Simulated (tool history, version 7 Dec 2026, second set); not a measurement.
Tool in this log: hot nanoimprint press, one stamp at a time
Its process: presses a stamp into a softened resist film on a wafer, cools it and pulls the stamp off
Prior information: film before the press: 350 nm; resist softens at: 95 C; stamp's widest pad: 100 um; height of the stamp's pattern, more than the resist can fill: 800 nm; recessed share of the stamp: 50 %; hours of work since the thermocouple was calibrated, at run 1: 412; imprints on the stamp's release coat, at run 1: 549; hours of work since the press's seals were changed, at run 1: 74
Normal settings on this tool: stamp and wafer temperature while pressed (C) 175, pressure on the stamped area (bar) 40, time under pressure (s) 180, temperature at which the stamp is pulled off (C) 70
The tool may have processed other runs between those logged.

run,hour,stamp and wafer temperature while pressed (C),pressure on the stamped area (bar),time under pressure (s),temperature at which the stamp is pulled off (C),hours of work since the thermocouple was calibrated,imprints on the stamp's release coat,hours of work since the press's seals were changed,resist left under the stamp's widest pad (nm),greatest force while the stamp is pulled off (N)
1,0,175,40,180,70,412,549,74,189.9,145
# hour 12.1: plate thermocouple calibrated
2,39.2,175,40,179,70,14,691,93,176.1,146
3,84.5,175,40,179,70,38,869,117,177.9,144
4,134.1,175,24.3,180,70,64,1065,143,221.5,146
# hour 149.3: stamp cleaned and given a new release coat
5,168,175,40,180,65,79,73,158,177.8,134
6,220,175,40,180,65,107,278,185,179.1,138
7,274.7,175,40,109,65,135,493,214,210.7,142
8,316.6,175,40,109,65,158,658,236,211.4,142
9,375.5,175,40,109,56,189,890,267,211.4,156
# hour 430.6: stamp cleaned and given a new release coat
10,430.6,175,40,180,70,215,0,293,181.6,130
11,473.6,175,40,180,70,237,169,316,182.1,132
12,510.4,175,40,180,70,257,313,335,182.6,133
13,567.9,175,40.4,180,69,287,540,365,182.8,137
14,593.4,175,63.9,309,70,301,640,379,120.5,139
15,644,182,49.7,164,76,327,839,406,138.2,141
16,689.1,182,51.5,164,58,351,1016,429,136.3,158
# hour 713.5: stamp cleaned and given a new release coat
17,739.2,186,38.7,164,58,374,101,453,143,134
18,782.4,165,31.7,102,61,397,271,476,292.3,138
# hour 820.4: plate thermocouple calibrated
19,820.4,165,31.7,102,61,0,409,494,283.7,145
20,852.5,165,31.7,102,61,17,535,511,284.4,146
21,877.7,165,31.7,102,61,30,634,524,285.9,145

Here are 3 independent what-if runs from the current tool condition. What would each one return?
A,926.4,180,32,102,61,56,826,550,?,?
B,926.4,169,47.1,102,60,56,826,550,?,?
C,926.4,169,31.7,102,75,56,826,550,?,?

run,resist left under the stamp's widest pad (nm),greatest force while the stamp is pulled off (N)
A,205.9,146
B,231.6,151
C,263.6,138
Had the tool no hidden state, the same runs would have come out as:
run,resist left under the stamp's widest pad (nm),greatest force while the stamp is pulled off (N)
A,204.4,131
B,229.5,135
C,262.3,123

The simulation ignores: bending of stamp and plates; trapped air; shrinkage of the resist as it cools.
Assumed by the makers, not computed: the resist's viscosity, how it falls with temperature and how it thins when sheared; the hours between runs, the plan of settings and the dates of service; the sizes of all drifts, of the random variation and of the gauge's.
